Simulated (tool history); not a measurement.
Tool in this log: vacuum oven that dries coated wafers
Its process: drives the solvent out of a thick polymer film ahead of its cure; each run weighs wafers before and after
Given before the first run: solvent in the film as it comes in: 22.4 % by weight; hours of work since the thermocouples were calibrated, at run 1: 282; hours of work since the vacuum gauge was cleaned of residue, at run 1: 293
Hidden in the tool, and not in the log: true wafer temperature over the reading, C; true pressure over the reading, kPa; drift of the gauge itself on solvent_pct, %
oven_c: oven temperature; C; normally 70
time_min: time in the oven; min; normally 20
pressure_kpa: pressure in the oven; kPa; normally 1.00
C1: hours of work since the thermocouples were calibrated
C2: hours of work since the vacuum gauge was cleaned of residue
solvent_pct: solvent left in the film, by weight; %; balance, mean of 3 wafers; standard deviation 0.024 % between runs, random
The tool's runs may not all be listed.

Run 1, hour 0.0: usual settings; C1 282; C2 293. Result: solvent_pct 5.18 %.
Run 2, hour 26.5: usual settings; C1 295; C2 307. Result: solvent_pct 5.09 %.
Run 3, hour 66.1: usual settings; C1 315; C2 327. Result: solvent_pct 5.17 %.
Run 4, hour 122.7: usual settings; C1 344; C2 355. Result: solvent_pct 5.15 %.
Run 5, hour 185.8: usual settings; C1 376; C2 387. Result: solvent_pct 5.12 %.
Run 6, hour 230.2: usual settings; C1 398; C2 410. Result: solvent_pct 5.14 %.
Run 7, hour 257.1: usual settings; C1 412; C2 423. Result: solvent_pct 5.15 %.
Run 8, hour 292.8: usual settings; C1 430; C2 442. Result: solvent_pct 5.14 %.
Run 9, hour 329.0: usual settings; C1 448; C2 460. Result: solvent_pct 5.11 %.
Run 10, hour 359.8: usual settings; C1 464; C2 476. Result: solvent_pct 5.07 %.
Run 11, hour 406.1: usual settings; C1 487; C2 499. Result: solvent_pct 5.13 %.
Run 12, hour 439.8: usual settings but oven_c 61 C; C1 505; C2 516. Result: solvent_pct 7.86 %.
Run 13, hour 492.6: usual settings but oven_c 61 C; C1 531; C2 543. Result: solvent_pct 7.78 %.
Run 14, hour 541.8: usual settings but oven_c 83 C; C1 556; C2 568. Result: solvent_pct 2.09 %.
Run 15, hour 569.6: usual settings but oven_c 83 C; C1 570; C2 582. Result: solvent_pct 2.09 %.
Run 16, hour 611.2: usual settings; C1 591; C2 603. Result: solvent_pct 5.09 %.
Run 17, hour 669.7: usual settings; C1 621; C2 633. Result: solvent_pct 5.09 %.
Run 18, hour 697.0: usual settings; C1 635; C2 647. Result: solvent_pct 5.08 %.
Run 19, hour 754.0: usual settings; C1 664; C2 675. Result: solvent_pct 5.12 %.
Run 20, hour 807.6: usual settings but pressure_kpa 0.56 kPa; C1 691; C2 703. Result: solvent_pct 4.90 %.
Run 21, hour 845.1: usual settings but pressure_kpa 0.56 kPa; C1 710; C2 722. Result: solvent_pct 4.87 %.
Run 22, hour 892.1: usual settings but time_min 15 min, pressure_kpa 0.83 kPa; C1 734; C2 745. Result: solvent_pct 6.84 %.
Run 23, hour 925.8: usual settings but oven_c 67 C, time_min 21 min, pressure_kpa 2.01 kPa; C1 751; C2 763. Result: solvent_pct 6.22 %.
Run 24, hour 988.0: usual settings but oven_c 76 C, time_min 16 min, pressure_kpa 2.01 kPa; C1 782; C2 794. Result: solvent_pct 5.20 %.
At hour 993.1: oven's thermocouples calibrated.
Run 25, hour 1033.6: usual settings but oven_c 80 C, time_min 21 min, pressure_kpa 1.35 kPa; C1 21; C2 816. Result: solvent_pct 2.50 %.
Run 26, hour 1092.7: usual settings but oven_c 80 C, time_min 24 min, pressure_kpa 1.05 kPa; C1 50; C2 846. Result: solvent_pct 1.87 %.
At hour 1124.6: oven's thermocouples calibrated, once more.
Run 27, hour 1126.5: usual settings but oven_c 64 C, pressure_kpa 0.61 kPa; C1 1; C2 862. Result: solvent_pct 6.95 %.
Run 28, hour 1189.2: usual settings but oven_c 64 C, pressure_kpa 0.61 kPa; C1 33; C2 894. Result: solvent_pct 6.91 %.
Run 29, hour 1240.3: usual settings but oven_c 64 C, pressure_kpa 0.61 kPa; C1 59; C2 920. Result: solvent_pct 6.85 %.
Run 30, hour 1266.7: usual settings but oven_c 64 C, pressure_kpa 0.61 kPa; C1 72; C2 933. Result: solvent_pct 6.90 %.
Run 31, hour 1296.9: usual settings but oven_c 72 C, time_min 34 min, pressure_kpa 1.53 kPa; C1 87; C2 949. Result: solvent_pct 2.48 %.
Run 32, hour 1339.8: usual settings but oven_c 72 C, time_min 34 min, pressure_kpa 1.53 kPa; C1 109; C2 970. Result: solvent_pct 2.45 %.
Run 33, hour 1367.8: usual settings but oven_c 60 C; C1 123; C2 985. Result: solvent_pct 8.45 %.
Run 34, hour 1426.3: usual settings but oven_c 68 C; C1 153; C2 1014. Result: solvent_pct 5.89 %.
Run 35, hour 1478.5: usual settings but oven_c 68 C; C1 179; C2 1041. Result: solvent_pct 5.87 %.

Predict each of these 3 candidate next runs independently; none follows another, all start after run 35:
Run A, hour 1515.9: usual settings but oven_c 75 C, pressure_kpa 3.44 kPa; C1 198; C2 1060. Result: solvent_pct ?.
Run B, hour 1515.9: usual settings but time_min 12 min, pressure_kpa 0.80 kPa; C1 198; C2 1060. Result: solvent_pct ?.
Run C, hour 1515.9: usual settings but oven_c 81 C, time_min 22 min; C1 198; C2 1060. Result: solvent_pct ?.

run  solvent_pct
  A         4.96
  B         8.42
  C         2.18
Had the tool no hidden state, the same runs would have come out as:
run  solvent_pct
  A         4.83
  B         8.30
  C         2.06

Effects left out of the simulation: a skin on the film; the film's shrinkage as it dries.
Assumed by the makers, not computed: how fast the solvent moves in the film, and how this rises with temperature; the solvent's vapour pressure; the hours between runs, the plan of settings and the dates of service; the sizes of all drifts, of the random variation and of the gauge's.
